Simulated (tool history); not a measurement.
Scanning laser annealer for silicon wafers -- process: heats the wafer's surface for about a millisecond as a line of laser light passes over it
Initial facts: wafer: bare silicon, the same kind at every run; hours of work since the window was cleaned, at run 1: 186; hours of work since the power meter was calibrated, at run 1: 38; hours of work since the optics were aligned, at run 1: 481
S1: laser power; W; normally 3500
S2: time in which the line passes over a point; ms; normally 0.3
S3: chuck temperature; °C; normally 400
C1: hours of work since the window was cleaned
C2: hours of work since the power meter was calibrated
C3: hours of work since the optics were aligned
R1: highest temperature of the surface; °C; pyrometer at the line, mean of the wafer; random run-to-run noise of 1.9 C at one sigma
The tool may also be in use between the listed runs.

run 1 hour=0 | S1=3500 S2=0.3 S3=400 | C1=186 C2=38 C3=481 | R1=1086
run 2 hour=15.9 | S1=3500 S2=0.3 S3=400 | C1=194 C2=46 C3=489 | R1=1084
run 3 hour=24.4 | S1=3500 S2=0.3 S3=400 | C1=198 C2=50 C3=493 | R1=1083
run 4 hour=40 | S1=3500 S2=0.3 S3=400 | C1=206 C2=58 C3=501 | R1=1086
run 5 hour=49.7 | S1=3233 S2=0.3 S3=400 | C1=211 C2=63 C3=506 | R1=1015
run 6 hour=59.3 | S1=3233 S2=0.3 S3=400 | C1=215 C2=68 C3=511 | R1=1013
run 7 hour=73.2 | S1=3233 S2=0.3 S3=400 | C1=222 C2=75 C3=518 | R1=1018
run 8 hour=87.7 | S1=3595 S2=0.3 S3=392 | C1=230 C2=82 C3=525 | R1=1098
run 9 hour=96.2 | S1=3630 S2=0.3 S3=372 | C1=234 C2=86 C3=529 | R1=1085
run 10 hour=104 | S1=3208 S2=0.224 S3=400 | C1=238 C2=90 C3=533 | R1=934
run 11 hour=112.4 | S1=3500 S2=0.293 S3=427 | C1=242 C2=94 C3=537 | R1=1100
run 12 hour=130.1 | S1=3500 S2=0.293 S3=427 | C1=251 C2=103 C3=546 | R1=1104
run 13 hour=145.5 | S1=3500 S2=0.335 S3=395 | C1=259 C2=111 C3=554 | R1=1105
run 14 hour=158.3 | S1=3500 S2=0.335 S3=395 | C1=265 C2=117 C3=560 | R1=1109

Branching from run 14: 5 alternative next runs. What would each branch give?
run A hour=166.1 | S1=3500 S2=0.278 S3=405 | C1=269 C2=121 C3=564 | R1=?
run B hour=166.1 | S1=3849 S2=0.3 S3=400 | C1=269 C2=121 C3=564 | R1=?
run C hour=166.1 | S1=3287 S2=0.335 S3=401 | C1=269 C2=121 C3=564 | R1=?
run D hour=166.1 | S1=3415 S2=0.335 S3=374 | C1=269 C2=121 C3=564 | R1=?
run E hour=166.1 | S1=3317 S2=0.225 S3=368 | C1=269 C2=121 C3=564 | R1=?

run=A R1=1059
run=B R1=1166
run=C R1=1054
run=D R1=1059
run=E R1=926
With the hidden condition removed and each run's random variation left untouched, the same runs would have given:
run=A R1=1095
run=B R1=1209
run=C R1=1090
run=D R1=1098
run=E R1=957
